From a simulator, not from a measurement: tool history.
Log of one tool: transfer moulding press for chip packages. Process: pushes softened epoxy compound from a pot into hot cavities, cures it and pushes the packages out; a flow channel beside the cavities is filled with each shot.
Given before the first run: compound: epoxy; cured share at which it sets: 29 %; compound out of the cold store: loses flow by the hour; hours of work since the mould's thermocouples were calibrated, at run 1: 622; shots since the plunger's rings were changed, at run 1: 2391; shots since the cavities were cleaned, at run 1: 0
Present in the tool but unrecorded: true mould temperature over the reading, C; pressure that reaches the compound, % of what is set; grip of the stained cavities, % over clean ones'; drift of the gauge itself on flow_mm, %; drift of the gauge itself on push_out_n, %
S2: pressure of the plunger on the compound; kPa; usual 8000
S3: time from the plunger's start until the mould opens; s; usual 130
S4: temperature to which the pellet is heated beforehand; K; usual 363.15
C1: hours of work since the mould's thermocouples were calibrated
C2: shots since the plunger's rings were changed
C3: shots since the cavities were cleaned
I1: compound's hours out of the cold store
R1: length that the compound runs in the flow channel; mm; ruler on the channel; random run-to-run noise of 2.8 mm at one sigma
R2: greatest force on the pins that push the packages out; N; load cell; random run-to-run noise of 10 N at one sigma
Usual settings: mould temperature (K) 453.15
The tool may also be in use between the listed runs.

{"run": 1, "day": 0.0, "mould temperature (K)": 453.15, "S2": 8000, "S3": 130, "S4": 363.15, "C1": 622, "C2": 2391, "C3": 0, "I1": 36.4, "R1": 548, "R2": 456}
{"run": 2, "day": 1.546, "mould temperature (K)": 453.15, "S2": 8000, "S3": 130, "S4": 365.15, "C1": 637, "C2": 2625, "C3": 234, "I1": 31.9, "R1": 553, "R2": 653}
{"run": 3, "day": 2.775, "mould temperature (K)": 453.15, "S2": 6590, "S3": 130, "S4": 363.15, "C1": 649, "C2": 2811, "C3": 420, "I1": 28.7, "R1": 504, "R2": 787}
{"run": 4, "day": 4.238, "mould temperature (K)": 453.15, "S2": 8000, "S3": 130, "S4": 363.15, "C1": 663, "C2": 3033, "C3": 642, "I1": 19.0, "R1": 570, "R2": 838}
{"run": 5, "day": 5.808, "mould temperature (K)": 453.15, "S2": 9770, "S3": 130, "S4": 363.15, "C1": 679, "C2": 3270, "C3": 879, "I1": 10.2, "R1": 648, "R2": 917}
{"run": 6, "day": 7.15, "mould temperature (K)": 453.15, "S2": 9770, "S3": 130, "S4": 363.15, "C1": 692, "C2": 3474, "C3": 1083, "I1": 30.8, "R1": 605, "R2": 945}
{"day": 8.05, "done": "cavities cleaned with cleaning compound and waxed"}
{"run": 7, "day": 8.788, "mould temperature (K)": 453.15, "S2": 9770, "S3": 130, "S4": 363.15, "C1": 707, "C2": 3712, "C3": 111, "I1": 17.2, "R1": 628, "R2": 585}
{"run": 8, "day": 10.054, "mould temperature (K)": 453.15, "S2": 9770, "S3": 130, "S4": 363.15, "C1": 719, "C2": 3904, "C3": 303, "I1": 47.5, "R1": 565, "R2": 696}
{"run": 9, "day": 10.95, "mould temperature (K)": 453.15, "S2": 8000, "S3": 130, "S4": 363.15, "C1": 728, "C2": 4039, "C3": 438, "I1": 29.1, "R1": 538, "R2": 790}
{"run": 10, "day": 12.304, "mould temperature (K)": 453.15, "S2": 8000, "S3": 130, "S4": 363.15, "C1": 741, "C2": 4245, "C3": 644, "I1": 24.0, "R1": 548, "R2": 907}
{"day": 12.546, "done": "mould's thermocouples calibrated"}
{"run": 11, "day": 14.375, "mould temperature (K)": 453.15, "S2": 8000, "S3": 130, "S4": 363.15, "C1": 18, "C2": 4545, "C3": 944, "I1": 9.6, "R1": 569, "R2": 908}
{"day": 16.033, "done": "plunger's sealing rings changed"}
{"run": 12, "day": 16.096, "mould temperature (K)": 453.15, "S2": 8000, "S3": 130, "S4": 363.15, "C1": 34, "C2": 9, "C3": 1189, "I1": 45.4, "R1": 550, "R2": 929}
{"day": 16.258, "done": "cavities cleaned with cleaning compound and waxed"}
{"run": 13, "day": 18.188, "mould temperature (K)": 453.15, "S2": 8000, "S3": 130, "S4": 363.15, "C1": 53, "C2": 317, "C3": 293, "I1": 16.4, "R1": 601, "R2": 677}
{"run": 14, "day": 20.2, "mould temperature (K)": 453.15, "S2": 8000, "S3": 130, "S4": 363.15, "C1": 73, "C2": 621, "C3": 597, "I1": 8.2, "R1": 612, "R2": 851}
{"run": 15, "day": 21.304, "mould temperature (K)": 453.15, "S2": 8000, "S3": 130, "S4": 363.15, "C1": 84, "C2": 789, "C3": 765, "I1": 11.6, "R1": 603, "R2": 869}
{"day": 22.054, "done": "mould's thermocouples calibrated, once more"}
{"run": 16, "day": 22.971, "mould temperature (K)": 453.15, "S2": 8000, "S3": 130, "S4": 363.15, "C1": 9, "C2": 1028, "C3": 1004, "I1": 31.9, "R1": 567, "R2": 953}
{"day": 24.454, "done": "cavities cleaned with cleaning compound and waxed"}
{"run": 17, "day": 25.129, "mould temperature (K)": 456.15, "S2": 8000, "S3": 130, "S4": 364.15, "C1": 29, "C2": 1346, "C3": 103, "I1": 18.9, "R1": 577, "R2": 571}
{"run": 18, "day": 27.217, "mould temperature (K)": 456.15, "S2": 8000, "S3": 130, "S4": 364.15, "C1": 50, "C2": 1662, "C3": 419, "I1": 33.6, "R1": 546, "R2": 749}
{"run": 19, "day": 28.162, "mould temperature (K)": 453.15, "S2": 8000, "S3": 130, "S4": 372.15, "C1": 59, "C2": 1805, "C3": 562, "I1": 15.5, "R1": 586, "R2": 800}
{"run": 20, "day": 29.188, "mould temperature (K)": 458.15, "S2": 7410, "S3": 117, "S4": 357.15, "C1": 69, "C2": 1960, "C3": 717, "I1": 45.4, "R1": 502, "R2": 864}
{"run": 21, "day": 31.183, "mould temperature (K)": 460.15, "S2": 6250, "S3": 132, "S4": 371.15, "C1": 88, "C2": 2262, "C3": 1019, "I1": 24.5, "R1": 488, "R2": 895}
{"day": 32.608, "done": "cavities cleaned with cleaning compound and waxed"}
{"run": 22, "day": 32.658, "mould temperature (K)": 460.15, "S2": 6250, "S3": 132, "S4": 371.15, "C1": 102, "C2": 2476, "C3": 8, "I1": 28.6, "R1": 478, "R2": 483}
{"run": 23, "day": 34.383, "mould temperature (K)": 460.15, "S2": 6250, "S3": 132, "S4": 371.15, "C1": 119, "C2": 2737, "C3": 269, "I1": 28.8, "R1": 474, "R2": 671}
{"run": 24, "day": 35.358, "mould temperature (K)": 453.15, "S2": 8000, "S3": 130, "S4": 353.15, "C1": 129, "C2": 2885, "C3": 417, "I1": 16.4, "R1": 579, "R2": 785}
{"run": 25, "day": 36.45, "mould temperature (K)": 453.15, "S2": 8000, "S3": 130, "S4": 353.15, "C1": 139, "C2": 3050, "C3": 582, "I1": 26.6, "R1": 553, "R2": 857}
{"run": 26, "day": 37.833, "mould temperature (K)": 453.15, "S2": 8000, "S3": 130, "S4": 353.15, "C1": 153, "C2": 3259, "C3": 791, "I1": 12.0, "R1": 574, "R2": 897}
{"run": 27, "day": 38.712, "mould temperature (K)": 454.15, "S2": 8000, "S3": 126, "S4": 353.15, "C1": 161, "C2": 3393, "C3": 925, "I1": 15.7, "R1": 569, "R2": 906}
{"day": 40.754, "done": "cavities cleaned with cleaning compound and waxed"}
{"run": 28, "day": 40.754, "mould temperature (K)": 454.15, "S2": 8000, "S3": 126, "S4": 353.15, "C1": 181, "C2": 3692, "C3": 0, "I1": 8.5, "R1": 579, "R2": 484}
{"run": 29, "day": 42.238, "mould temperature (K)": 454.15, "S2": 8000, "S3": 126, "S4": 353.15, "C1": 195, "C2": 3917, "C3": 225, "I1": 29.7, "R1": 535, "R2": 674}

Alternative continuations, all from the tool just after run 29; predict every row:
{"run": "A", "day": 43.35, "mould temperature (K)": 461.15, "S2": 8000, "S3": 120, "S4": 363.15, "C1": 206, "C2": 4085, "C3": 393, "I1": 8.0, "R1": "?", "R2": "?"}
{"run": "B", "day": 43.35, "mould temperature (K)": 454.15, "S2": 9310, "S3": 128, "S4": 355.15, "C1": 206, "C2": 4085, "C3": 393, "I1": 21.9, "R1": "?", "R2": "?"}
{"run": "C", "day": 43.35, "mould temperature (K)": 454.15, "S2": 8000, "S3": 140, "S4": 353.15, "C1": 206, "C2": 4085, "C3": 393, "I1": 16.8, "R1": "?", "R2": "?"}

run=A R1=559 R2=746
run=B R1=593 R2=771
run=C R1=561 R2=745
Without the tool's hidden state the same runs would have given:
run=A R1=610 R2=452
run=B R1=647 R2=470
run=C R1=613 R2=453

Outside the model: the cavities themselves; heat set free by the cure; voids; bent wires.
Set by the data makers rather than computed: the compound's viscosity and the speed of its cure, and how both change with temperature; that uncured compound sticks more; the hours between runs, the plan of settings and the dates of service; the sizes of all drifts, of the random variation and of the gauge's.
